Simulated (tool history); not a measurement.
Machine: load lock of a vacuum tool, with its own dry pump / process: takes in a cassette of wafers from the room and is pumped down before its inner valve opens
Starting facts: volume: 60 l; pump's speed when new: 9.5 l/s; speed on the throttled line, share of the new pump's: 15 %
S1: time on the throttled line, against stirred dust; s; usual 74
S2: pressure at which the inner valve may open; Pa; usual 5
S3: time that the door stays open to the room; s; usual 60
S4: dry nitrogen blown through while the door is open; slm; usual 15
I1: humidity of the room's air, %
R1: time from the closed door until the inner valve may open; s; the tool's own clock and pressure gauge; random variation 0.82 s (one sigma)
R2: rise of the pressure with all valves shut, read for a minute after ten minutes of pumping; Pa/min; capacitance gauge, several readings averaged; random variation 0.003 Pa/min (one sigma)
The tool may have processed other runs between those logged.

run,hour,S1,S2,S3,S4,I1,R1,R2
1,0,74,5,60,15,42.3,127.7,0.281
# hour 46.5: door's seal changed, seat wiped
2,223.8,74,5,60,15,43.6,129.1,0.045
3,400,74,5,60,15,44.2,128.1,0.056
4,664.9,74,5,59,15,46.9,127.9,0.061
5,824.7,74,5,59,15,40.2,130.8,0.046
6,1091.3,74,5,59,15,44.2,130.1,0.061
7,1236.2,74,5,201,15,45.6,129.6,0.135
8,1500.7,57,5,201,15,49.2,117,0.157
9,1641.7,74,5,38,15,47.2,131,0.048
10,1834.4,74,5,38,15,43.2,130.4,0.055
11,2103.1,74,5,38,15,45.7,130,0.061
12,2369.8,74,5,60,15,45.9,130.7,0.084
13,2624.3,45,5,60,15,44.1,107.8,0.082
14,2766.7,45,5,60,15,46.3,108.8,0.086
15,2917.6,45,5,60,15,42.5,109.2,0.087
16,3090.4,45,5,60,15,47.6,109.3,0.095
17,3304.2,81,4,60,10,45.9,140.4,0.103
18,3414,60,9,60,15,46.1,117.2,0.1
19,3574.8,60,4,42,15,46.1,124.1,0.095
20,3717.3,141,6,42,15,47.9,186.4,0.094
21,3897.8,112,6,207,15,43.8,163.1,0.179
22,4072.9,53,5,60,15,45.9,116.5,0.112
23,4278.5,53,5,60,4,46.4,118,0.126
24,4441.9,80,5,170,4,47.2,139.4,0.21
25,4568,80,5,170,4,44,139.5,0.215

Hidden state or all else? Some run-to-run changes of R1, split into what the settings, what came in and random variation would give without the hidden state, and what is left for the hidden state (with any gauge scatter that isn't in both results):
Hidden state present: pump's speed, % of a new pump's; leak at the door's seal, Pa l/s; drift of the gauge itself on ready_s, %; drift of the gauge itself on rise_pa_min, %.
Run 19 -> 20: S1 60 -> 141, S2 4 -> 6. R1 +62.3 s: hidden state -2, all else +64.3.
Run 21 -> 22: S1 112 -> 53, S2 6 -> 5, S3 207 -> 60. R1 -46.6 s: hidden state +1.8, all else -48.4.
